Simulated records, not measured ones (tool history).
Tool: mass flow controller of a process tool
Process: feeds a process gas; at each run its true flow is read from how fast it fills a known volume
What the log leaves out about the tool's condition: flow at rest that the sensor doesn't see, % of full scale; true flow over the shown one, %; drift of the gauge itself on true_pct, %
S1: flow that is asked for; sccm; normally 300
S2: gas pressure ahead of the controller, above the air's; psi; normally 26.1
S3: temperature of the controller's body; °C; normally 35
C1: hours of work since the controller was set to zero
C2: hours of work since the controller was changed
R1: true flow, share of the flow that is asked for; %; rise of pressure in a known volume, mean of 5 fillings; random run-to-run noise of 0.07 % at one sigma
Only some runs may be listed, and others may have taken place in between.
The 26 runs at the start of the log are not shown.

run     hour   S1    S2  S3    C1    C2      R1
 27   7802.6  209  38.1  33  3467  8010   100.8
 28   8000.6  209  38.1  33  3542  8085  100.78
 29   8266.8  177  24.8  26  3643  8186  101.04
 30   8572.5  177  24.8  26  3759  8302  101.06
 31   8840.1  300  27.4  24  3860  8403  101.25
 32   9155.8  427  40.6  32  3980  8523  101.45
 33   9558.4  427  40.6  32  4133  8676  101.37
 34   9774.8  169  21.5  24  4215  8758  101.42
 35   9986.7  169  21.5  24  4296  8839  101.53
 36  10290.6  169  21.5  24  4411  8954  101.56
 37  10486.3  169  21.5  24  4485  9028   101.7
     10582.9  -- controller's zero set anew
 38  10838.1   55  26.1  26    97  9162    99.7
 39  11126.5  498  26.1  28   206  9271   101.1
 40  11466.4  300  26.1  22   335  9400  100.73
 41    11744  300  26.1  22   441  9506  100.67
 42  11993.2  300  26.1  22   535  9600  100.69
 43  12230.3  300  26.1  22   625  9690  100.84
 44  12608.9   92  31.3  35   769  9834   99.77

Below are 3 alternative next runs, each starting from the tool's condition after run 44. Predict each:
  A  12983.1   66  26.1  35  911  9976   ?
  B  12983.1  127  20.3  36  911  9976   ?
  C  12983.1  261  31.3  35  911  9976   ?

run      R1
  A  100.15
  B   99.46
  C  100.03
What these runs would have given with no unlogged condition in the tool:
run     R1
  A   97.1
  B  97.23
  C  98.25

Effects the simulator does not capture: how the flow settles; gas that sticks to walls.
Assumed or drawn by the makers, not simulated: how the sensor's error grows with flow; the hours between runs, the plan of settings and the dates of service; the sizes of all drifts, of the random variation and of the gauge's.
